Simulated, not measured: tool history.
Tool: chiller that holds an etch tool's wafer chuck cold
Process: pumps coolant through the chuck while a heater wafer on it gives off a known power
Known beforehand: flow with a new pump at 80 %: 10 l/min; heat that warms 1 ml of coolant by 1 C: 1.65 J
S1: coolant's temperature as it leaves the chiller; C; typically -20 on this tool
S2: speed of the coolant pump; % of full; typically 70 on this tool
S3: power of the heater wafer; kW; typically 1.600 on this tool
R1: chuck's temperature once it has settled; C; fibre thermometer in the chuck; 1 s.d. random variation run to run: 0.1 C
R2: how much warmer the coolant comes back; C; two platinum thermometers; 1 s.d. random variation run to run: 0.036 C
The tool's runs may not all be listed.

run,day,S1,S2,S3,R1,R2
1,0.000,-20,70,1.600,-5.7,6.84
2,7.458,-15,70,1.600,-0.5,6.85
3,14.804,-15,70,1.600,-0.2,6.92
4,21.183,-20,70,1.600,-5.1,6.93
5,29.054,-20,70,1.600,-5.0,6.94
6,33.362,-11,70,1.600,4.2,6.95
7,42.475,-11,70,1.600,4.4,6.94
8,49.221,-20,70,1.600,-4.4,6.96
9,55.383,-20,70,1.652,-4.0,7.22
10,63.467,-20,70,1.652,-3.6,7.26
11,72.642,-20,70,1.652,-3.6,7.28
12,79.129,-20,70,1.203,-7.6,5.33
13,85.221,-20,70,1.203,-7.4,5.34
14,93.758,-19,71,1.413,-4.2,6.24
15,101.462,-19,71,1.413,-4.1,6.18
# day 102.104: chiller's thermometer calibrated
16,105.992,-19,71,1.413,-3.8,6.22
17,110.204,-15,73,1.042,-3.2,4.40
18,116.433,-15,73,1.042,-3.3,4.47
# day 120.783: coolant changed, channels flushed
19,122.254,-15,73,1.042,-4.3,4.47
20,130.942,-22,73,1.188,-10.0,5.13
21,139.692,-22,73,1.188,-9.9,5.11
22,143.496,-23,98,1.188,-12.7,3.72
23,148.558,-14,75,1.600,1.8,6.71
# day 154.071: chiller's thermometer calibrated, once more
24,154.579,-24,62,0.943,-14.4,4.91
25,163.054,-29,75,1.600,-14.3,6.78
26,171.500,-29,75,1.600,-14.2,6.75

Some steps in R1, run to run, broken into two amounts with sign: the step expected even without the hidden condition (settings, incoming material, random variation), and the rest, left for the hidden condition together with whatever gauge scatter is not in both the measured and the hidden-condition-free result:
Hidden state present: heat passed by the chuck's channels, % of clean ones'; flow at a given pump speed, % of a new pump's; coolant's true temperature over the reading, C; drift of the gauge itself on chuck_c, C; drift of the gauge itself on warmer_back_c, C.
Run 18 -> 19: coolant changed, channels flushed. R1 -1.0 C: hidden state -1.2, all else +0.2.
Run 22 -> 23: S1 -23 -> -14, S2 98 -> 75, S3 1.188 -> 1.600. R1 +14.5 C: hidden state +0.4, all else +14.1.
Run 23 -> 24: S1 -14 -> -24, S2 75 -> 62, S3 1.600 -> 0.943, chiller's thermometer calibrated, once more. R1 -16.2 C: hidden state -1.8, all else -14.4.

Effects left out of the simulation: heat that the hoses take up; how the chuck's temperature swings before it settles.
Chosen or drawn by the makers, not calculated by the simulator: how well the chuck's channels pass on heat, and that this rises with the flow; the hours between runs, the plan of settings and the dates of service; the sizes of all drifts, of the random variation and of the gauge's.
